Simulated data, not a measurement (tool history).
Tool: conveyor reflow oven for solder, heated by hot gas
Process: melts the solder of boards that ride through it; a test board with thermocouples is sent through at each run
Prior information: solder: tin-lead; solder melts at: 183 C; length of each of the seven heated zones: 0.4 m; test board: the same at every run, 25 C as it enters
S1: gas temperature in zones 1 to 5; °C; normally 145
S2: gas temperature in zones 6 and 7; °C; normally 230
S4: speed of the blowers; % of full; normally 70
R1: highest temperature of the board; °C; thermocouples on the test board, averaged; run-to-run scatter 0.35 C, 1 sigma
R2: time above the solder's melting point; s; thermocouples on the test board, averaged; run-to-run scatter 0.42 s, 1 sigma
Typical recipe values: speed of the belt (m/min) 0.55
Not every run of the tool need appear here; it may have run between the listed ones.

{"run": 1, "day": 0.0, "S1": 145, "S2": 230, "speed of the belt (m/min)": 0.55, "S4": 70, "R1": 214.5, "R2": 64.9}
{"run": 2, "day": 0.308, "S1": 150, "S2": 230, "speed of the belt (m/min)": 0.55, "S4": 70, "R1": 215.1, "R2": 68.7}
{"run": 3, "day": 0.754, "S1": 145, "S2": 230, "speed of the belt (m/min)": 0.506, "S4": 70, "R1": 216.3, "R2": 74.5}
{"run": 4, "day": 1.079, "S1": 145, "S2": 230, "speed of the belt (m/min)": 0.55, "S4": 70, "R1": 214.3, "R2": 64.2}
{"run": 5, "day": 1.333, "S1": 145, "S2": 230, "speed of the belt (m/min)": 0.55, "S4": 70, "R1": 214.4, "R2": 64.7}
{"run": 6, "day": 1.662, "S1": 145, "S2": 230, "speed of the belt (m/min)": 0.55, "S4": 70, "R1": 214.5, "R2": 65.4}
{"run": 7, "day": 1.996, "S1": 153, "S2": 230, "speed of the belt (m/min)": 0.55, "S4": 70, "R1": 215.9, "R2": 70.1}
{"run": 8, "day": 2.258, "S1": 145, "S2": 230, "speed of the belt (m/min)": 0.55, "S4": 76, "R1": 216, "R2": 66.2}
{"run": 9, "day": 2.621, "S1": 145, "S2": 230, "speed of the belt (m/min)": 0.55, "S4": 76, "R1": 215.1, "R2": 66.2}
{"run": 10, "day": 3.125, "S1": 145, "S2": 230, "speed of the belt (m/min)": 0.55, "S4": 76, "R1": 215.1, "R2": 66.9}
{"run": 11, "day": 3.592, "S1": 145, "S2": 230, "speed of the belt (m/min)": 0.55, "S4": 76, "R1": 214.9, "R2": 66.2}
{"run": 12, "day": 4.108, "S1": 145, "S2": 241, "speed of the belt (m/min)": 0.565, "S4": 68, "R1": 222.1, "R2": 69.7}
{"run": 13, "day": 4.588, "S1": 132, "S2": 222, "speed of the belt (m/min)": 0.55, "S4": 54, "R1": 201.5, "R2": 41.8}
{"run": 14, "day": 5.012, "S1": 132, "S2": 222, "speed of the belt (m/min)": 0.55, "S4": 54, "R1": 200.7, "R2": 42}

For run 15, what comes out?
{"run": 15, "day": 5.479, "S1": 147, "S2": 222, "speed of the belt (m/min)": 0.55, "S4": 66, "R1": "?", "R2": "?"}

R1: 206.8 °C
R2: 58.4 s
On a tool with no hidden condition, and with the same random variation, this run would have come out at R1 207.3 °C, R2 59.7 s.

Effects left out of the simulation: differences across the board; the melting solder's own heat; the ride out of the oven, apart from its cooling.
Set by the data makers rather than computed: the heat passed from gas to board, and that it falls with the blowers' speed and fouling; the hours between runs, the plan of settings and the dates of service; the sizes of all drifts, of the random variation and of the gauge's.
